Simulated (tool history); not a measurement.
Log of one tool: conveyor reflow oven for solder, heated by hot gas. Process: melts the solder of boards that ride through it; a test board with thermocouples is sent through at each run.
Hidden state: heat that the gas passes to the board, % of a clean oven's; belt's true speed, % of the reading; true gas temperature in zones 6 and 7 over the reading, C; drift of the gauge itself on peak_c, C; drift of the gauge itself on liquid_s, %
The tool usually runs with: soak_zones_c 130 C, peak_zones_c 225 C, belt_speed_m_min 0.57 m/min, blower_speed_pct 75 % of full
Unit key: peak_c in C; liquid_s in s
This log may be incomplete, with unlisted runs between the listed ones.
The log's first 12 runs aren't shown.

run,hour,soak_zones_c,peak_zones_c,belt_speed_m_min,blower_speed_pct,hours of work since the flux was cleaned out,hours of work since the belt drive was overhauled,hours of work since the thermocouples were changed,peak_c,liquid_s
# hour 837.5: flux residue cleaned out of gas plates and filters
# hour 856.9: belt drive overhauled, speed set with a stopwatch, once more
13,874.5,130,233,0.57,75,24,13,339,209.8,51.7
14,935,130,233,0.57,75,67,56,383,209.3,51.7
15,1031.4,130,225,0.514,75,137,126,452,205.9,54.7
16,1072.8,130,237,0.514,75,167,156,482,216.1,65.3
17,1114,130,214,0.514,75,197,186,512,196.8,40.1
18,1166.7,137,231,0.598,70,235,224,550,206,47.3
19,1207.4,119,222,0.629,66,264,253,579,190.6,16.4
20,1251.3,130,220,0.57,75,296,285,611,198.4,36.8
21,1345.4,130,220,0.57,75,364,353,679,198.1,36.4
22,1403.3,130,220,0.57,75,405,394,721,197.9,35.5
# hour 1477: flux residue cleaned out of gas plates and filters
23,1496.4,136,227,0.668,75,14,458,784,200.8,34.8
24,1578,133,225,0.57,68,73,517,843,201.9,43.2
25,1651.7,130,225,0.509,66,126,570,896,204.3,52.1
26,1737.7,118,230,0.638,68,188,632,958,197.1,26.9
27,1790.3,118,230,0.604,87,226,670,996,204.4,40
28,1882.7,130,225,0.484,76,293,737,1063,207.3,61.6
29,1946.2,130,217,0.484,76,339,782,1109,200.6,50.6
# hour 1990.8: thermocouples of zones 6 and 7 changed
30,2013.5,130,217,0.484,76,386,830,16,202.1,53.4

Below are 3 alternative next runs, each starting from the tool's condition after run 30. Predict each:
A,2075.4,130,225,0.492,75,430,874,61,?,?
B,2075.4,130,218,0.67,71,430,874,61,?,?
C,2075.4,130,217,0.645,63,430,874,61,?,?

run,peak_c,liquid_s
A,208.2,61.3
B,190.4,17.9
C,188.6,14.8
The same runs, with their run-to-run variation unchanged, on a tool lacking any hidden condition would have given:
run,peak_c,liquid_s
A,209.1,61.1
B,191.5,19.5
C,189.5,16.4
